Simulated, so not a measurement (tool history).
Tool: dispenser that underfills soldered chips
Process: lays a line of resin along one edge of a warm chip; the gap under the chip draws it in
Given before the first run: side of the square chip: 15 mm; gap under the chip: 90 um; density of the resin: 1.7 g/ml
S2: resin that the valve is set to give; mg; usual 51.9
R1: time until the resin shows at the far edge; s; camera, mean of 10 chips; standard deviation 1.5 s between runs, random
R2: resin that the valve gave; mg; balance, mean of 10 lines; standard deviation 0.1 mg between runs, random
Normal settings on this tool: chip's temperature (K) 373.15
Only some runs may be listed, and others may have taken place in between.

run 1 day=0.000 | chip's_temperature_(K)=373.15 S2=51.9 | R1=161.7 R2=51.46
-- day=0.142 new syringe of resin
run 2 day=0.412 | chip's_temperature_(K)=373.15 S2=51.9 | R1=163.4 R2=51.12
-- day=0.525 new syringe of resin
run 3 day=0.617 | chip's_temperature_(K)=373.15 S2=51.9 | R1=148.4 R2=51.04
run 4 day=0.862 | chip's_temperature_(K)=373.15 S2=51.9 | R1=171.8 R2=51.00
-- day=0.900 new syringe of resin
run 5 day=1.146 | chip's_temperature_(K)=373.15 S2=51.9 | R1=161.3 R2=50.84
-- day=1.283 new syringe of resin
-- day=1.496 dispensing valve cleaned and set on the balance
run 6 day=1.588 | chip's_temperature_(K)=373.15 S2=51.9 | R1=164.2 R2=52.08
-- day=1.700 new syringe of resin
run 7 day=1.921 | chip's_temperature_(K)=373.15 S2=51.9 | R1=158.3 R2=51.73
-- day=2.079 new syringe of resin
run 8 day=2.375 | chip's_temperature_(K)=373.15 S2=45.7 | R1=169.5 R2=45.25
-- day=2.475 new syringe of resin
run 9 day=2.621 | chip's_temperature_(K)=373.15 S2=51.9 | R1=154.0 R2=51.60
-- day=2.850 new syringe of resin
run 10 day=3.025 | chip's_temperature_(K)=373.15 S2=55.7 | R1=149.8 R2=55.03
-- day=3.242 new syringe of resin
run 11 day=3.325 | chip's_temperature_(K)=383.15 S2=52.7 | R1=111.8 R2=52.06
run 12 day=3.579 | chip's_temperature_(K)=383.15 S2=52.7 | R1=124.9 R2=52.17
-- day=3.633 new syringe of resin
run 13 day=3.962 | chip's_temperature_(K)=365.15 S2=46.1 | R1=222.9 R2=45.56
-- day=4.004 new syringe of resin
run 14 day=4.233 | chip's_temperature_(K)=365.15 S2=46.1 | R1=207.6 R2=45.41
-- day=4.383 new syringe of resin
run 15 day=4.479 | chip's_temperature_(K)=365.15 S2=46.6 | R1=193.6 R2=45.77
-- day=4.771 new syringe of resin
-- day=4.842 dispensing valve cleaned and set on the balance
run 16 day=4.842 | chip's_temperature_(K)=371.15 S2=57.3 | R1=151.4 R2=57.49
-- day=5.188 new syringe of resin
run 17 day=5.192 | chip's_temperature_(K)=371.15 S2=57.3 | R1=146.0 R2=57.37
-- day=5.571 new syringe of resin
run 18 day=5.579 | chip's_temperature_(K)=371.15 S2=57.3 | R1=150.4 R2=57.25
-- day=5.958 new syringe of resin
run 19 day=5.958 | chip's_temperature_(K)=381.15 S2=55.8 | R1=110.8 R2=55.35
run 20 day=6.183 | chip's_temperature_(K)=361.15 S2=53.7 | R1=224.3 R2=53.52

Results for each run, recomputed without the tool's hidden state and with each run's random variation untouched:
Hidden state at play: resin's viscosity, % of fresh resin's; dose that the valve gives, % of what is set; true chip temperature over the reading, C; drift of the gauge itself on fill_s, %; drift of the gauge itself on given_mg, %.
run=1 R1=146.4 R2=51.99
run=2 R1=147.6 R2=51.79
run=3 R1=146.6 R2=51.78
run=4 R1=149.5 R2=51.82
run=5 R1=149.3 R2=51.76
run=6 R1=148.5 R2=52.05
run=7 R1=146.2 R2=51.81
run=8 R1=152.0 R2=45.46
run=9 R1=150.7 R2=51.93
run=10 R1=145.9 R2=55.52
run=11 R1=111.3 R2=52.63
run=12 R1=109.0 R2=52.84
run=13 R1=196.0 R2=46.25
run=14 R1=193.9 R2=46.18
run=15 R1=191.4 R2=46.62
run=16 R1=157.3 R2=57.36
run=17 R1=154.2 R2=57.37
run=18 R1=157.6 R2=57.39
run=19 R1=117.5 R2=55.62
run=20 R1=213.3 R2=53.84
